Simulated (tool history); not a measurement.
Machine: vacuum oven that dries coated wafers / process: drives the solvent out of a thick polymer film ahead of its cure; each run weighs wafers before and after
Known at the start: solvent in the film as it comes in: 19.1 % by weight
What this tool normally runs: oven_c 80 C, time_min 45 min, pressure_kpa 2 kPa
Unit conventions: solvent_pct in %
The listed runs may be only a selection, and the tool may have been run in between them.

run 1 day=0 | oven_c=80 time_min=45 pressure_kpa=2 | solvent_pct=1.41
run 2 day=1.312 | oven_c=80 time_min=45 pressure_kpa=2 | solvent_pct=1.39
run 3 day=2.808 | oven_c=80 time_min=45 pressure_kpa=2 | solvent_pct=1.38
run 4 day=3.875 | oven_c=80 time_min=27 pressure_kpa=2 | solvent_pct=3.04
run 5 day=5.2 | oven_c=80 time_min=27 pressure_kpa=2 | solvent_pct=3.04
run 6 day=6.475 | oven_c=80 time_min=27 pressure_kpa=2 | solvent_pct=3.02
run 7 day=7.717 | oven_c=80 time_min=27 pressure_kpa=2 | solvent_pct=3.03
run 8 day=8.571 | oven_c=80 time_min=27 pressure_kpa=2 | solvent_pct=3.03
run 9 day=9.821 | oven_c=80 time_min=27 pressure_kpa=2 | solvent_pct=2.99
run 10 day=10.733 | oven_c=80 time_min=45 pressure_kpa=2 | solvent_pct=1.37
run 11 day=11.725 | oven_c=80 time_min=45 pressure_kpa=2 | solvent_pct=1.38
run 12 day=12.729 | oven_c=80 time_min=45 pressure_kpa=2 | solvent_pct=1.35
run 13 day=13.796 | oven_c=80 time_min=61 pressure_kpa=2 | solvent_pct=0.94
run 14 day=15.192 | oven_c=80 time_min=45 pressure_kpa=2 | solvent_pct=1.39
run 15 day=15.904 | oven_c=80 time_min=45 pressure_kpa=2 | solvent_pct=1.35
run 16 day=16.912 | oven_c=80 time_min=45 pressure_kpa=2 | solvent_pct=1.38
run 17 day=17.712 | oven_c=80 time_min=77 pressure_kpa=5.47 | solvent_pct=2.03
run 18 day=18.496 | oven_c=89 time_min=59 pressure_kpa=3.25 | solvent_pct=0.87
run 19 day=20 | oven_c=71 time_min=42 pressure_kpa=1.07 | solvent_pct=2.7
-- day=20.175 vacuum gauge cleaned of residue and calibrated
run 20 day=21.375 | oven_c=78 time_min=26 pressure_kpa=1.67 | solvent_pct=3.48
run 21 day=22.746 | oven_c=72 time_min=58 pressure_kpa=1.67 | solvent_pct=1.74
run 22 day=23.842 | oven_c=72 time_min=58 pressure_kpa=1.67 | solvent_pct=1.72
run 23 day=24.742 | oven_c=81 time_min=45 pressure_kpa=1.69 | solvent_pct=1.16
run 24 day=26.025 | oven_c=92 time_min=78 pressure_kpa=2 | solvent_pct=0.47
-- day=26.425 vacuum gauge cleaned of residue and calibrated, once more
run 25 day=27.446 | oven_c=90 time_min=68 pressure_kpa=2.97 | solvent_pct=0.72
run 26 day=28.929 | oven_c=85 time_min=63 pressure_kpa=5.31 | solvent_pct=1.59
run 27 day=29.712 | oven_c=85 time_min=63 pressure_kpa=5.31 | solvent_pct=1.6
run 28 day=30.921 | oven_c=78 time_min=26 pressure_kpa=2.6 | solvent_pct=3.73
run 29 day=31.542 | oven_c=78 time_min=26 pressure_kpa=2.6 | solvent_pct=3.72
run 30 day=32.675 | oven_c=78 time_min=26 pressure_kpa=2.6 | solvent_pct=3.68
run 31 day=33.492 | oven_c=78 time_min=26 pressure_kpa=2.6 | solvent_pct=3.7

Below are 4 alternative next runs, each starting from the tool's condition after run 31. Predict each:
run A day=34.508 | oven_c=78 time_min=26 pressure_kpa=3.89 | solvent_pct=?
run B day=34.508 | oven_c=80 time_min=45 pressure_kpa=1.65 | solvent_pct=?
run C day=34.508 | oven_c=68 time_min=31 pressure_kpa=5.84 | solvent_pct=?
run D day=34.508 | oven_c=78 time_min=25 pressure_kpa=2.6 | solvent_pct=?

run=A solvent_pct=4.09
run=B solvent_pct=1.19
run=C solvent_pct=6.91
run=D solvent_pct=3.86
Without the tool's hidden state the same runs would have given:
run=A solvent_pct=4.38
run=B solvent_pct=1.31
run=C solvent_pct=7.28
run=D solvent_pct=4.15

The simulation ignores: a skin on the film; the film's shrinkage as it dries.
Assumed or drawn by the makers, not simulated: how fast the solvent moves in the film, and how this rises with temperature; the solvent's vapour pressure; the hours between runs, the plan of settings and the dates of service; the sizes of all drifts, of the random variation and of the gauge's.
